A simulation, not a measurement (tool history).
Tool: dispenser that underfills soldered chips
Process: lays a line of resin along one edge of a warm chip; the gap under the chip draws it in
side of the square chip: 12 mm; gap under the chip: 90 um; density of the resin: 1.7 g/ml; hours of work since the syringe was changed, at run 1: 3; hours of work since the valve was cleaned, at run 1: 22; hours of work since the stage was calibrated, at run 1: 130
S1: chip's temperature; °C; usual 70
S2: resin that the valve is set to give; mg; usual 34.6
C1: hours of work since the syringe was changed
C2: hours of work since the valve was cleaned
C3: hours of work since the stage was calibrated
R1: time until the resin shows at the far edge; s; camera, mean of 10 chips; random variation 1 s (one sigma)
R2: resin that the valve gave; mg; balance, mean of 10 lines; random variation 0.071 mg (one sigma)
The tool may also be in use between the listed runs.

Run 1, hour 0: usual settings; C1 3; C2 22; C3 130. Result: R1 130.1 s, R2 33.99 mg.
At hour 6.2: new syringe of resin.
Run 2, hour 8.8: usual settings but S2 31.3 mg; C1 2; C2 28; C3 136. Result: R1 122.3 s, R2 30.48 mg.
Run 3, hour 13.9: usual settings but S2 31.3 mg; C1 5; C2 32; C3 139. Result: R1 166 s, R2 30.4 mg.
At hour 16.3: new syringe of resin.
Run 4, hour 19.6: usual settings; C1 2; C2 35; C3 143. Result: R1 125.1 s, R2 33.69 mg.
At hour 26.8: new syringe of resin.
Run 5, hour 27.4: usual settings; C1 0; C2 41; C3 148. Result: R1 104.3 s, R2 33.42 mg.
At hour 36.5: new syringe of resin.
Run 6, hour 37.4: usual settings but S1 66 °C; C1 1; C2 47; C3 155. Result: R1 130.4 s, R2 33.2 mg.
At hour 40.7: dispensing valve cleaned and set on the balance.
Run 7, hour 44.3: usual settings; C1 5; C2 2; C3 159. Result: R1 155.5 s, R2 34.59 mg.
At hour 47.7: new syringe of resin.
Run 8, hour 53.5: usual settings; C1 4; C2 9; C3 165. Result: R1 144.1 s, R2 34.26 mg.
At hour 57.7: new syringe of resin.
Run 9, hour 60.6: usual settings; C1 2; C2 13; C3 170. Result: R1 122.1 s, R2 34.32 mg.
At hour 67.5: new syringe of resin.
Run 10, hour 68.9: usual settings; C1 1; C2 19; C3 176. Result: R1 107.7 s, R2 34.1 mg.
Run 11, hour 73.9: usual settings; C1 4; C2 22; C3 179. Result: R1 149.9 s, R2 34.09 mg.
At hour 77.4: new syringe of resin.
Run 12, hour 80.6: usual settings; C1 2; C2 27; C3 184. Result: R1 121.3 s, R2 33.88 mg.
Run 13, hour 86.6: usual settings but S1 81 °C; C1 6; C2 31; C3 188. Result: R1 99 s, R2 33.67 mg.
At hour 87.3: new syringe of resin.
Run 14, hour 91.1: usual settings but S1 81 °C; C1 3; C2 34; C3 191. Result: R1 74.2 s, R2 33.54 mg.
At hour 97.1: new syringe of resin.
Run 15, hour 98.4: usual settings but S1 81 °C; C1 1; C2 39; C3 196. Result: R1 62.4 s, R2 33.53 mg.
At hour 107.1: new syringe of resin.
Run 16, hour 107.9: usual settings but S1 81 °C; C1 1; C2 45; C3 202. Result: R1 61.2 s, R2 33.35 mg.
At hour 114.6: dispensing valve cleaned and set on the balance.
Run 17, hour 115.2: usual settings but S1 81 °C; C1 5; C2 0; C3 206. Result: R1 87.5 s, R2 34.64 mg.
At hour 118.1: new syringe of resin.
Run 18, hour 121.6: usual settings but S1 84 °C, S2 35.8 mg; C1 2; C2 5; C3 211. Result: R1 61.9 s, R2 35.73 mg.
At hour 128.3: new syringe of resin.
Run 19, hour 129: usual settings but S1 60 °C, S2 34.2 mg; C1 0; C2 10; C3 216. Result: R1 180.8 s, R2 33.93 mg.
Run 20, hour 135.4: usual settings but S1 60 °C, S2 34.2 mg; C1 5; C2 14; C3 220. Result: R1 271.2 s, R2 33.77 mg.
At hour 138: new syringe of resin.
Run 21, hour 143.8: usual settings but S1 60 °C, S2 29.9 mg; C1 4; C2 20; C3 226. Result: R1 260.4 s, R2 29.51 mg.
At hour 148: new syringe of resin.
Run 22, hour 152.5: usual settings but S1 72 °C, S2 35.6 mg; C1 3; C2 26; C3 232. Result: R1 120.2 s, R2 34.97 mg.
At hour 158.1: new syringe of resin.
Run 23, hour 159.8: usual settings but S1 72 °C, S2 35.6 mg; C1 1; C2 30; C3 237. Result: R1 102.3 s, R2 34.72 mg.
Run 24, hour 166: usual settings but S1 66 °C, S2 39.4 mg; C1 5; C2 35; C3 241. Result: R1 201 s, R2 38.38 mg.

Forecast run 25:
At hour 168: new syringe of resin.
Run 25, hour 174.3: usual settings but S2 35.2 mg; C1 4; C2 40; C3 246. Result: R1 ?, R2 ?.

{"run 25": {"R1": 147.5, "R2": 34.12}}
Without the tool's hidden state the same run would have given R1 97 s, R2 35.26 mg.
